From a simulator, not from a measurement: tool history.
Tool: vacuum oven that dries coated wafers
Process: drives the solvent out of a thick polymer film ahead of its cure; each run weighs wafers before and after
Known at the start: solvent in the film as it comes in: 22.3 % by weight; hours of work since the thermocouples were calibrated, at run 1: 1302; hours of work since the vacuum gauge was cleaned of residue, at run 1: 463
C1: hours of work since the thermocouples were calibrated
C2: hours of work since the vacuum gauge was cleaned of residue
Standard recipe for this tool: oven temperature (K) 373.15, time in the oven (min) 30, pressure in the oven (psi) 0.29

{"run": 1, "hour": 0.0, "oven temperature (K)": 373.15, "time in the oven (min)": 30, "pressure in the oven (psi)": 0.29, "C1": 1302, "C2": 463, "solvent left in the film (%)": 3.29}
{"run": 2, "hour": 20.4, "oven temperature (K)": 373.15, "time in the oven (min)": 30, "pressure in the oven (psi)": 0.29, "C1": 1313, "C2": 474, "solvent left in the film (%)": 3.31}
{"run": 3, "hour": 54.5, "oven temperature (K)": 373.15, "time in the oven (min)": 30, "pressure in the oven (psi)": 0.29, "C1": 1332, "C2": 493, "solvent left in the film (%)": 3.21}
{"run": 4, "hour": 79.7, "oven temperature (K)": 373.15, "time in the oven (min)": 30, "pressure in the oven (psi)": 0.29, "C1": 1346, "C2": 507, "solvent left in the film (%)": 3.25}
{"run": 5, "hour": 103.9, "oven temperature (K)": 373.15, "time in the oven (min)": 30, "pressure in the oven (psi)": 0.29, "C1": 1360, "C2": 521, "solvent left in the film (%)": 3.27}
{"run": 6, "hour": 137.1, "oven temperature (K)": 388.15, "time in the oven (min)": 30, "pressure in the oven (psi)": 0.29, "C1": 1379, "C2": 540, "solvent left in the film (%)": 1.24}
{"run": 7, "hour": 166.9, "oven temperature (K)": 388.15, "time in the oven (min)": 30, "pressure in the oven (psi)": 0.29, "C1": 1395, "C2": 556, "solvent left in the film (%)": 1.22}
{"run": 8, "hour": 188.3, "oven temperature (K)": 388.15, "time in the oven (min)": 33, "pressure in the oven (psi)": 0.29, "C1": 1407, "C2": 569, "solvent left in the film (%)": 1.09}
{"run": 9, "hour": 231.5, "oven temperature (K)": 378.15, "time in the oven (min)": 33, "pressure in the oven (psi)": 0.29, "C1": 1432, "C2": 593, "solvent left in the film (%)": 2.23}
{"hour": 235.4, "done": "vacuum gauge cleaned of residue and calibrated"}
{"run": 10, "hour": 254.7, "oven temperature (K)": 378.15, "time in the oven (min)": 33, "pressure in the oven (psi)": 0.29, "C1": 1444, "C2": 11, "solvent left in the film (%)": 2.2}
{"run": 11, "hour": 287.9, "oven temperature (K)": 373.15, "time in the oven (min)": 30, "pressure in the oven (psi)": 0.435, "C1": 1463, "C2": 30, "solvent left in the film (%)": 4.17}
{"run": 12, "hour": 318.8, "oven temperature (K)": 373.15, "time in the oven (min)": 30, "pressure in the oven (psi)": 0.435, "C1": 1480, "C2": 47, "solvent left in the film (%)": 4.15}
{"run": 13, "hour": 350.9, "oven temperature (K)": 373.15, "time in the oven (min)": 51, "pressure in the oven (psi)": 0.29, "C1": 1498, "C2": 65, "solvent left in the film (%)": 2.19}
{"hour": 372.1, "done": "vacuum gauge cleaned of residue and calibrated, once more"}
{"run": 14, "hour": 385.3, "oven temperature (K)": 373.15, "time in the oven (min)": 51, "pressure in the oven (psi)": 0.29, "C1": 1516, "C2": 7, "solvent left in the film (%)": 1.83}
{"run": 15, "hour": 417.6, "oven temperature (K)": 373.15, "time in the oven (min)": 26, "pressure in the oven (psi)": 0.245, "C1": 1535, "C2": 26, "solvent left in the film (%)": 3.61}
{"run": 16, "hour": 462.6, "oven temperature (K)": 380.15, "time in the oven (min)": 26, "pressure in the oven (psi)": 0.245, "C1": 1560, "C2": 51, "solvent left in the film (%)": 2.3}
{"run": 17, "hour": 483.0, "oven temperature (K)": 366.15, "time in the oven (min)": 43, "pressure in the oven (psi)": 0.206, "C1": 1571, "C2": 62, "solvent left in the film (%)": 2.84}
{"run": 18, "hour": 518.0, "oven temperature (K)": 385.15, "time in the oven (min)": 30, "pressure in the oven (psi)": 1.041, "C1": 1591, "C2": 82, "solvent left in the film (%)": 3.95}
{"hour": 551.7, "done": "oven's thermocouples calibrated"}
{"run": 19, "hour": 558.3, "oven temperature (K)": 385.15, "time in the oven (min)": 30, "pressure in the oven (psi)": 1.041, "C1": 4, "C2": 104, "solvent left in the film (%)": 3.76}
{"run": 20, "hour": 583.9, "oven temperature (K)": 373.15, "time in the oven (min)": 30, "pressure in the oven (psi)": 0.98, "C1": 18, "C2": 118, "solvent left in the film (%)": 6.05}
{"run": 21, "hour": 616.0, "oven temperature (K)": 381.15, "time in the oven (min)": 20, "pressure in the oven (psi)": 0.29, "C1": 36, "C2": 136, "solvent left in the film (%)": 2.96}
{"run": 22, "hour": 648.8, "oven temperature (K)": 381.15, "time in the oven (min)": 20, "pressure in the oven (psi)": 0.29, "C1": 55, "C2": 154, "solvent left in the film (%)": 3.04}
{"run": 23, "hour": 687.1, "oven temperature (K)": 364.15, "time in the oven (min)": 25, "pressure in the oven (psi)": 0.321, "C1": 76, "C2": 176, "solvent left in the film (%)": 6.09}
{"run": 24, "hour": 715.4, "oven temperature (K)": 370.15, "time in the oven (min)": 31, "pressure in the oven (psi)": 0.347, "C1": 92, "C2": 192, "solvent left in the film (%)": 3.73}
{"run": 25, "hour": 752.0, "oven temperature (K)": 381.15, "time in the oven (min)": 15, "pressure in the oven (psi)": 0.167, "C1": 113, "C2": 212, "solvent left in the film (%)": 3.92}
{"run": 26, "hour": 788.9, "oven temperature (K)": 381.15, "time in the oven (min)": 15, "pressure in the oven (psi)": 0.167, "C1": 133, "C2": 233, "solvent left in the film (%)": 4.02}
{"run": 27, "hour": 819.6, "oven temperature (K)": 373.15, "time in the oven (min)": 30, "pressure in the oven (psi)": 1.146, "C1": 151, "C2": 250, "solvent left in the film (%)": 6.94}

Forecast each of these 5 alternatives for the next run:
{"run": "A", "hour": 858.2, "oven temperature (K)": 388.15, "time in the oven (min)": 30, "pressure in the oven (psi)": 0.315, "C1": 172, "C2": 272, "solvent left in the film (%)": "?"}
{"run": "B", "hour": 858.2, "oven temperature (K)": 373.15, "time in the oven (min)": 30, "pressure in the oven (psi)": 0.152, "C1": 172, "C2": 272, "solvent left in the film (%)": "?"}
{"run": "C", "hour": 858.2, "oven temperature (K)": 377.15, "time in the oven (min)": 31, "pressure in the oven (psi)": 0.29, "C1": 172, "C2": 272, "solvent left in the film (%)": "?"}
{"run": "D", "hour": 858.2, "oven temperature (K)": 379.15, "time in the oven (min)": 46, "pressure in the oven (psi)": 0.316, "C1": 172, "C2": 272, "solvent left in the film (%)": "?"}
{"run": "E", "hour": 858.2, "oven temperature (K)": 373.15, "time in the oven (min)": 30, "pressure in the oven (psi)": 0.978, "C1": 172, "C2": 272, "solvent left in the film (%)": "?"}

run=A solvent_left_in_the_film_(%)=1.23
run=B solvent_left_in_the_film_(%)=2.37
run=C solvent_left_in_the_film_(%)=2.3
run=D solvent_left_in_the_film_(%)=1.42
run=E solvent_left_in_the_film_(%)=6.08
Had the tool no hidden state, the same runs would have come out as:
run=A solvent_left_in_the_film_(%)=1.17
run=B solvent_left_in_the_film_(%)=2.27
run=C solvent_left_in_the_film_(%)=2.2
run=D solvent_left_in_the_film_(%)=1.34
run=E solvent_left_in_the_film_(%)=5.96
